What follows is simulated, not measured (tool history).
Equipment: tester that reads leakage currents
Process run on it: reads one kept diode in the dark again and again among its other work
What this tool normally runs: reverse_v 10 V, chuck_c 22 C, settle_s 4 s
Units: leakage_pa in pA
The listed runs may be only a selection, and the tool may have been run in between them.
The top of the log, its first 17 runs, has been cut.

| run | hour | reverse_v | chuck_c | settle_s | leakage_pa |
|---|---|---|---|---|---|
| 18 | 2534.1 | 1.1 | 53 | 4 | 696.29 |
| 19 | 2697.9 | 2.7 | 30 | 1.79 | 147.29 |
| 20 | 2828.3 | 7.3 | 41 | 2.85 | 586.31 |
|  | 2853.3 | chuck's temperature calibrated |
| 21 | 2981.8 | 7.3 | 41 | 2.85 | 643.75 |
| 22 | 3146.3 | 7.3 | 41 | 2.85 | 635.39 |
| 23 | 3343.9 | 1.7 | 41 | 0.87 | 336.12 |
| 24 | 3449.7 | 5.2 | 26 | 2.2 | 146.73 |
| 25 | 3632.9 | 1.7 | 51 | 4 | 755.78 |
| 26 | 3737.2 | 10 | 56 | 4 | 2369.22 |
| 27 | 3852.5 | 10 | 23 | 0.81 | 151.01 |
|  | 4025 | probe card cleaned and baked |
| 28 | 4027.7 | 1.2 | 23 | 3.2 | 56.26 |
| 29 | 4164.8 | 1.2 | 23 | 3.2 | 56.16 |
| 30 | 4300.2 | 1.2 | 23 | 3.2 | 56.06 |
| 31 | 4463.9 | 1.2 | 36 | 3.2 | 179.65 |
| 32 | 4672.7 | 10 | 37 | 2.9 | 486.29 |
| 33 | 4854.6 | 10 | 37 | 2.9 | 483.26 |

Consider 3 possible next runs. They are alternatives, not a sequence: every one starts from the tool as it was left by run 33. What does each give?
| A | 5079.1 | 12 | 21 | 0.78 | ? |
| B | 5079.1 | 9.2 | 42 | 0.54 | ? |
| C | 5079.1 | 9.6 | 28 | 7.54 | ? |

| run | leakage_pa |
|---|---|
| A | 127.59 |
| B | 707.69 |
| C | 210.16 |
The same runs, with their run-to-run variation unchanged, on a tool lacking any hidden condition would have given:
| run | leakage_pa |
|---|---|
| A | 140.56 |
| B | 786.1 |
| C | 234.1 |

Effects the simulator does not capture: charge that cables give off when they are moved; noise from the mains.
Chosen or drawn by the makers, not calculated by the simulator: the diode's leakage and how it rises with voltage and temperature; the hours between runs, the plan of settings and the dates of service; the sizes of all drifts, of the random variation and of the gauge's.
